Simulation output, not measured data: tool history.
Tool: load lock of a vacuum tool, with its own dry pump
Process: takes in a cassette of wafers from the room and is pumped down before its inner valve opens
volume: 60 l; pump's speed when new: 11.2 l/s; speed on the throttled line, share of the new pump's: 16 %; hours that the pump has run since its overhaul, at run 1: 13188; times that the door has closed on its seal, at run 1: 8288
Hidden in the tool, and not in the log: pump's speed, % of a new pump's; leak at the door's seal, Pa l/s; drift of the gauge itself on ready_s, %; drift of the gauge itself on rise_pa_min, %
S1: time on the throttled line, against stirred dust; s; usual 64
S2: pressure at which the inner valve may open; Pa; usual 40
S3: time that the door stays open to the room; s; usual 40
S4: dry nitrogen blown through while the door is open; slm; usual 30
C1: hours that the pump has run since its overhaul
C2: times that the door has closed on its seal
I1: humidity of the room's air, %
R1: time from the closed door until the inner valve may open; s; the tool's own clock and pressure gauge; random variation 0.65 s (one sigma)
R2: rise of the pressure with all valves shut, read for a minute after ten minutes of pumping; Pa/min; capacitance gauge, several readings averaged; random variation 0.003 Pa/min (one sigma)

run	hour	S1	S2	S3	S4	C1	C2	I1	R1	R2
1	0.0	64	40	40	30	13188	8288	47.2	95.4	0.021
2	257.5	64	40	40	30	13445	9388	42.8	96.6	0.021
3	410.4	64	40	40	30	13598	10040	46.1	96.2	0.023
4	603.0	64	40	40	30	13791	10863	46.3	95.2	0.016
5	813.2	64	40	40	30	14001	11760	45.2	95.5	0.021
6	962.6	64	40	40	30	14150	12399	45.0	96.0	0.017
# hour 1099.5: dry pump taken out, an overhauled one fitted
7	1265.6	64	40	40	30	166	13667	45.7	95.3	0.020
8	1459.6	64	40	40	30	360	14495	44.2	94.6	0.023
9	1642.2	64	40	40	30	543	15275	39.0	95.6	0.014
10	1958.0	64	40	40	30	859	16624	43.1	95.6	0.019
11	2268.7	64	40	40	30	1169	17951	42.1	94.2	0.020
12	2624.3	64	42	133	30	1525	19469	45.7	96.2	0.044
13	2860.1	70	39	40	30	1761	20476	46.6	101.6	0.024
14	3005.9	64	40	228	43	1906	21098	45.8	94.9	0.047
15	3211.7	64	40	228	43	2112	21978	42.6	95.8	0.049
16	3430.1	64	40	228	43	2331	22910	44.3	95.8	0.045
17	3752.4	64	62	219	43	2653	24286	46.3	95.2	0.045
18	3998.1	107	53	28	7	2899	25335	47.6	130.9	0.027
# hour 4134.8: door's seal changed, seat wiped
19	4198.6	71	40	40	30	3098	272	45.8	100.2	0.023
20	4460.5	39	38	73	12	3360	1391	46.6	74.2	0.044
21	4806.4	90	38	73	44	3705	2868	46.4	118.6	0.026
22	5151.1	90	38	73	44	4050	4340	43.9	118.9	0.027

Forecast each of these 4 alternatives for the next run:
A	5452.8	64	49	45	30	4352	5628	43.3	?	?
B	5452.8	116	40	231	17	4352	5628	42.3	?	?
C	5452.8	90	40	209	14	4352	5628	43.8	?	?
D	5452.8	60	61	73	43	4352	5628	47.7	?	?

run	R1	R2
A	95.3	0.017
B	139.5	0.067
C	118.2	0.074
D	90.8	0.022
Without the tool's hidden state the same runs would have given:
run	R1	R2
A	95.3	0.016
B	139.5	0.066
C	118.2	0.074
D	90.8	0.022
